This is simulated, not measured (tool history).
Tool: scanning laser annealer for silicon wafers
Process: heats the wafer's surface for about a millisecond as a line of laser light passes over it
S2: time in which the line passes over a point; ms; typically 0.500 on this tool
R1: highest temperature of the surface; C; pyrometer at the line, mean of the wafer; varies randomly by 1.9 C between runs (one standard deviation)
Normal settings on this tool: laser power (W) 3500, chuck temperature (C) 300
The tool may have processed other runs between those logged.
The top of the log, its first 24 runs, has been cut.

{"run": 25, "hour": 310.6, "laser power (W)": 3438, "S2": 0.5, "chuck temperature (C)": 308, "R1": 1113}
{"run": 26, "hour": 318.6, "laser power (W)": 3438, "S2": 0.5, "chuck temperature (C)": 308, "R1": 1113}
{"run": 27, "hour": 333.2, "laser power (W)": 3500, "S2": 0.607, "chuck temperature (C)": 277, "R1": 1178}
{"run": 28, "hour": 347.2, "laser power (W)": 3786, "S2": 0.526, "chuck temperature (C)": 280, "R1": 1182}
{"run": 29, "hour": 360.6, "laser power (W)": 3786, "S2": 0.526, "chuck temperature (C)": 280, "R1": 1186}
{"run": 30, "hour": 374.6, "laser power (W)": 3588, "S2": 0.379, "chuck temperature (C)": 331, "R1": 1053}
{"run": 31, "hour": 390.3, "laser power (W)": 3050, "S2": 0.494, "chuck temperature (C)": 331, "R1": 1046}
{"run": 32, "hour": 399.0, "laser power (W)": 3050, "S2": 0.559, "chuck temperature (C)": 302, "R1": 1065}
{"run": 33, "hour": 413.5, "laser power (W)": 3500, "S2": 0.445, "chuck temperature (C)": 300, "R1": 1067}
{"run": 34, "hour": 431.0, "laser power (W)": 3500, "S2": 0.445, "chuck temperature (C)": 300, "R1": 1067}
{"run": 35, "hour": 438.3, "laser power (W)": 3200, "S2": 0.427, "chuck temperature (C)": 277, "R1": 969}
{"run": 36, "hour": 449.8, "laser power (W)": 3160, "S2": 0.5, "chuck temperature (C)": 310, "R1": 1053}
{"run": 37, "hour": 463.0, "laser power (W)": 3344, "S2": 0.374, "chuck temperature (C)": 319, "R1": 992}
{"run": 38, "hour": 473.0, "laser power (W)": 3344, "S2": 0.538, "chuck temperature (C)": 287, "R1": 1100}
{"run": 39, "hour": 483.1, "laser power (W)": 3344, "S2": 0.538, "chuck temperature (C)": 287, "R1": 1097}
{"run": 40, "hour": 491.8, "laser power (W)": 3344, "S2": 0.538, "chuck temperature (C)": 287, "R1": 1098}

Consider 4 possible next runs. They are alternatives, not a sequence: every one starts from the tool as it was left by run 40. What does each give?
{"run": "A", "hour": 505.6, "laser power (W)": 3413, "S2": 0.514, "chuck temperature (C)": 300, "R1": "?"}
{"run": "B", "hour": 505.6, "laser power (W)": 3500, "S2": 0.359, "chuck temperature (C)": 300, "R1": "?"}
{"run": "C", "hour": 505.6, "laser power (W)": 3500, "S2": 0.355, "chuck temperature (C)": 300, "R1": "?"}
{"run": "D", "hour": 505.6, "laser power (W)": 3044, "S2": 0.393, "chuck temperature (C)": 267, "R1": "?"}

run=A R1=1109
run=B R1=982
run=C R1=983
run=D R1=900
Had the tool no hidden state, the same runs would have come out as:
run=A R1=1120
run=B R1=992
run=C R1=992
run=D R1=908
